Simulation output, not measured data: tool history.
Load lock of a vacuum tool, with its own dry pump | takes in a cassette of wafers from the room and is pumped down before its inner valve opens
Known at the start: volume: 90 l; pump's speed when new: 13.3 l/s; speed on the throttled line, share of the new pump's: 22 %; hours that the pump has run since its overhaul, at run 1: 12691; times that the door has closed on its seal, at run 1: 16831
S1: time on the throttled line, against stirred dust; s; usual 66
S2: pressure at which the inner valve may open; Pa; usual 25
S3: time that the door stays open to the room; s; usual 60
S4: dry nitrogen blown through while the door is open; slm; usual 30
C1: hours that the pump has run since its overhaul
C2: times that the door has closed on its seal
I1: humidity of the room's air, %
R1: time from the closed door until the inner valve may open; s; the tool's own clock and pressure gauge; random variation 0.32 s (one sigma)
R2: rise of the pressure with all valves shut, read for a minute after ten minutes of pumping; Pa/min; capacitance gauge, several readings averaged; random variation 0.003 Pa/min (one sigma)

{"run": 1, "day": 0.0, "S1": 66, "S2": 25, "S3": 60, "S4": 30, "C1": 12691, "C2": 16831, "I1": 45.8, "R1": 110.8, "R2": 0.088}
{"run": 2, "day": 4.771, "S1": 51, "S2": 25, "S3": 60, "S4": 30, "C1": 12806, "C2": 17281, "I1": 46.6, "R1": 98.8, "R2": 0.092}
{"run": 3, "day": 7.429, "S1": 66, "S2": 25, "S3": 73, "S4": 30, "C1": 12870, "C2": 17532, "I1": 46.4, "R1": 110.5, "R2": 0.097}
{"run": 4, "day": 10.725, "S1": 66, "S2": 49, "S3": 60, "S4": 30, "C1": 12949, "C2": 17843, "I1": 48.3, "R1": 105.4, "R2": 0.1}
{"run": 5, "day": 13.312, "S1": 66, "S2": 49, "S3": 60, "S4": 30, "C1": 13011, "C2": 18087, "I1": 47, "R1": 105.3, "R2": 0.092}
{"run": 6, "day": 15.462, "S1": 66, "S2": 37, "S3": 60, "S4": 30, "C1": 13063, "C2": 18290, "I1": 46.6, "R1": 107.9, "R2": 0.092}
{"run": 7, "day": 17.692, "S1": 66, "S2": 37, "S3": 60, "S4": 30, "C1": 13116, "C2": 18501, "I1": 39.8, "R1": 108.1, "R2": 0.097}
{"run": 8, "day": 20.342, "S1": 66, "S2": 37, "S3": 60, "S4": 30, "C1": 13180, "C2": 18751, "I1": 45.8, "R1": 107.5, "R2": 0.103}
{"run": 9, "day": 22.679, "S1": 66, "S2": 37, "S3": 60, "S4": 30, "C1": 13236, "C2": 18971, "I1": 43.1, "R1": 108.1, "R2": 0.095}
{"run": 10, "day": 27.375, "S1": 66, "S2": 37, "S3": 60, "S4": 6, "C1": 13348, "C2": 19414, "I1": 45.4, "R1": 108.4, "R2": 0.121}
{"run": 11, "day": 30.788, "S1": 66, "S2": 37, "S3": 60, "S4": 6, "C1": 13430, "C2": 19737, "I1": 42.4, "R1": 107.9, "R2": 0.122}
{"run": 12, "day": 33.108, "S1": 66, "S2": 37, "S3": 60, "S4": 6, "C1": 13486, "C2": 19956, "I1": 43.6, "R1": 108.1, "R2": 0.114}
{"run": 13, "day": 36.033, "S1": 66, "S2": 25, "S3": 60, "S4": 30, "C1": 13556, "C2": 20232, "I1": 42.6, "R1": 111.2, "R2": 0.099}
{"run": 14, "day": 39.162, "S1": 66, "S2": 25, "S3": 60, "S4": 30, "C1": 13631, "C2": 20527, "I1": 43.1, "R1": 111.6, "R2": 0.106}
{"run": 15, "day": 42.912, "S1": 66, "S2": 25, "S3": 60, "S4": 23, "C1": 13721, "C2": 20881, "I1": 44.7, "R1": 110.2, "R2": 0.114}
{"run": 16, "day": 47.417, "S1": 66, "S2": 34, "S3": 60, "S4": 30, "C1": 13829, "C2": 21306, "I1": 44.4, "R1": 108.2, "R2": 0.102}
{"run": 17, "day": 49.908, "S1": 66, "S2": 29, "S3": 60, "S4": 30, "C1": 13889, "C2": 21541, "I1": 48, "R1": 110, "R2": 0.115}
{"run": 18, "day": 51.892, "S1": 66, "S2": 25, "S3": 68, "S4": 30, "C1": 13937, "C2": 21728, "I1": 43.9, "R1": 111, "R2": 0.114}
{"run": 19, "day": 55.925, "S1": 98, "S2": 30, "S3": 233, "S4": 15, "C1": 14034, "C2": 22109, "I1": 43, "R1": 133.9, "R2": 0.187}
{"run": 20, "day": 59.379, "S1": 84, "S2": 22, "S3": 63, "S4": 7, "C1": 14116, "C2": 22435, "I1": 44.6, "R1": 126.2, "R2": 0.131}
{"run": 21, "day": 62.488, "S1": 84, "S2": 22, "S3": 40, "S4": 31, "C1": 14191, "C2": 22728, "I1": 46.7, "R1": 125.5, "R2": 0.11}
{"run": 22, "day": 65.033, "S1": 84, "S2": 22, "S3": 40, "S4": 31, "C1": 14252, "C2": 22969, "I1": 41.9, "R1": 125.4, "R2": 0.112}
{"run": 23, "day": 67.483, "S1": 63, "S2": 25, "S3": 29, "S4": 30, "C1": 14311, "C2": 23200, "I1": 45.8, "R1": 109.4, "R2": 0.112}
{"run": 24, "day": 71.667, "S1": 66, "S2": 19, "S3": 80, "S4": 30, "C1": 14411, "C2": 23595, "I1": 46.7, "R1": 112.5, "R2": 0.135}
{"run": 25, "day": 75.054, "S1": 74, "S2": 25, "S3": 64, "S4": 30, "C1": 14493, "C2": 23915, "I1": 42.2, "R1": 117.9, "R2": 0.129}
{"run": 26, "day": 77.042, "S1": 105, "S2": 25, "S3": 60, "S4": 30, "C1": 14540, "C2": 24102, "I1": 42.4, "R1": 141.1, "R2": 0.126}
{"run": 27, "day": 81.312, "S1": 114, "S2": 25, "S3": 60, "S4": 13, "C1": 14643, "C2": 24505, "I1": 42.3, "R1": 147.6, "R2": 0.139}
{"run": 28, "day": 83.754, "S1": 43, "S2": 25, "S3": 60, "S4": 13, "C1": 14702, "C2": 24736, "I1": 43.8, "R1": 93.8, "R2": 0.141}
{"run": 29, "day": 87.608, "S1": 43, "S2": 25, "S3": 60, "S4": 13, "C1": 14794, "C2": 25100, "I1": 43, "R1": 93.5, "R2": 0.141}
{"run": 30, "day": 92.025, "S1": 43, "S2": 25, "S3": 60, "S4": 13, "C1": 14900, "C2": 25516, "I1": 45.4, "R1": 93.8, "R2": 0.148}
{"run": 31, "day": 94.112, "S1": 91, "S2": 25, "S3": 60, "S4": 23, "C1": 14950, "C2": 25714, "I1": 47.8, "R1": 130.8, "R2": 0.139}
{"run": 32, "day": 97.629, "S1": 91, "S2": 25, "S3": 60, "S4": 23, "C1": 15035, "C2": 26045, "I1": 47.3, "R1": 130.8, "R2": 0.147}
{"run": 33, "day": 99.788, "S1": 66, "S2": 25, "S3": 60, "S4": 5, "C1": 15086, "C2": 26249, "I1": 46.1, "R1": 110.8, "R2": 0.154}
{"run": 34, "day": 103.154, "S1": 66, "S2": 25, "S3": 60, "S4": 5, "C1": 15167, "C2": 26567, "I1": 44.5, "R1": 111.6, "R2": 0.156}
{"run": 35, "day": 107.058, "S1": 59, "S2": 49, "S3": 240, "S4": 10, "C1": 15261, "C2": 26935, "I1": 45.2, "R1": 101.1, "R2": 0.232}
{"run": 36, "day": 110.788, "S1": 101, "S2": 36, "S3": 90, "S4": 45, "C1": 15350, "C2": 27287, "I1": 44.7, "R1": 134.5, "R2": 0.153}

Forecast each of these 5 alternatives for the next run:
{"run": "A", "day": 114.1, "S1": 101, "S2": 36, "S3": 90, "S4": 7, "C1": 15430, "C2": 27600, "I1": 43.8, "R1": "?", "R2": "?"}
{"run": "B", "day": 114.1, "S1": 66, "S2": 25, "S3": 60, "S4": 21, "C1": 15430, "C2": 27600, "I1": 45, "R1": "?", "R2": "?"}
{"run": "C", "day": 114.1, "S1": 74, "S2": 21, "S3": 90, "S4": 14, "C1": 15430, "C2": 27600, "I1": 43.3, "R1": "?", "R2": "?"}
{"run": "D", "day": 114.1, "S1": 66, "S2": 46, "S3": 60, "S4": 15, "C1": 15430, "C2": 27600, "I1": 48.9, "R1": "?", "R2": "?"}
{"run": "E", "day": 114.1, "S1": 66, "S2": 25, "S3": 72, "S4": 22, "C1": 15430, "C2": 27600, "I1": 45, "R1": "?", "R2": "?"}

run=A R1=135.1 R2=0.179
run=B R1=110.9 R2=0.153
run=C R1=119.1 R2=0.171
run=D R1=106.8 R2=0.163
run=E R1=111.2 R2=0.151
Without the tool's hidden state the same runs would have given:
run=A R1=132.3 R2=0.058
run=B R1=107.2 R2=0.032
run=C R1=115.5 R2=0.052
run=D R1=103.6 R2=0.041
run=E R1=107.5 R2=0.031
